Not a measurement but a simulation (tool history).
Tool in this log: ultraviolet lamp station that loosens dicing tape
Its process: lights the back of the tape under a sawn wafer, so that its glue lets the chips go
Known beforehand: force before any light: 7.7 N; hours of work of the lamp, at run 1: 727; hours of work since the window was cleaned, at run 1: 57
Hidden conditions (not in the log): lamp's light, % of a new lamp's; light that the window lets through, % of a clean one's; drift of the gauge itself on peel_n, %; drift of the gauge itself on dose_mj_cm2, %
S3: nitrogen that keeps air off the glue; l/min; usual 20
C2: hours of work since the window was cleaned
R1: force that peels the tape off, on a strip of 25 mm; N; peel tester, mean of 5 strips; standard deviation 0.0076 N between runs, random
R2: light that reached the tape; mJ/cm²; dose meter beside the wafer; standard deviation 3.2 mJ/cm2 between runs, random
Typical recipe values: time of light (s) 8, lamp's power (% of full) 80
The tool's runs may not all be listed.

run 1 hour=0 | time_of_light_(s)=8 lamp's_power_(%_of_full)=80 S3=20 | hours_of_work_of_the_lamp=727 C2=57 | R1=0.631 R2=337
run 2 hour=26.4 | time_of_light_(s)=8 lamp's_power_(%_of_full)=80 S3=20 | hours_of_work_of_the_lamp=744 C2=73 | R1=0.662 R2=328
run 3 hour=62.3 | time_of_light_(s)=8 lamp's_power_(%_of_full)=80 S3=20 | hours_of_work_of_the_lamp=766 C2=95 | R1=0.732 R2=323
run 4 hour=88.4 | time_of_light_(s)=8 lamp's_power_(%_of_full)=80 S3=20 | hours_of_work_of_the_lamp=781 C2=111 | R1=0.735 R2=319
run 5 hour=121.1 | time_of_light_(s)=8 lamp's_power_(%_of_full)=80 S3=20 | hours_of_work_of_the_lamp=801 C2=131 | R1=0.757 R2=306
run 6 hour=140.4 | time_of_light_(s)=8 lamp's_power_(%_of_full)=80 S3=20 | hours_of_work_of_the_lamp=813 C2=143 | R1=0.768 R2=305
run 7 hour=163.5 | time_of_light_(s)=8 lamp's_power_(%_of_full)=80 S3=20 | hours_of_work_of_the_lamp=827 C2=157 | R1=0.805 R2=299
-- hour=165.8 window cleaned of glue's vapour
run 8 hour=189.6 | time_of_light_(s)=8 lamp's_power_(%_of_full)=80 S3=20 | hours_of_work_of_the_lamp=843 C2=15 | R1=0.855 R2=293
run 9 hour=212.8 | time_of_light_(s)=8 lamp's_power_(%_of_full)=80 S3=20 | hours_of_work_of_the_lamp=857 C2=29 | R1=0.877 R2=282
-- hour=226.8 lamp changed
run 10 hour=250.6 | time_of_light_(s)=10 lamp's_power_(%_of_full)=75 S3=20 | hours_of_work_of_the_lamp=15 C2=51 | R1=0.272 R2=490
run 11 hour=286.5 | time_of_light_(s)=10 lamp's_power_(%_of_full)=80 S3=20 | hours_of_work_of_the_lamp=37 C2=73 | R1=0.256 R2=507

Run 12 is up next; what results do you expect?
-- hour=318.6 window cleaned of glue's vapour, once more
run 12 hour=319.2 | time_of_light_(s)=14 lamp's_power_(%_of_full)=85 S3=40 | hours_of_work_of_the_lamp=56 C2=0 | R1=? R2=?

Run 12 measured R1 0.129 N, R2 891 mJ/cm².
With no hidden state in the tool, this same run would have given R1 0.129 N, R2 916 mJ/cm².
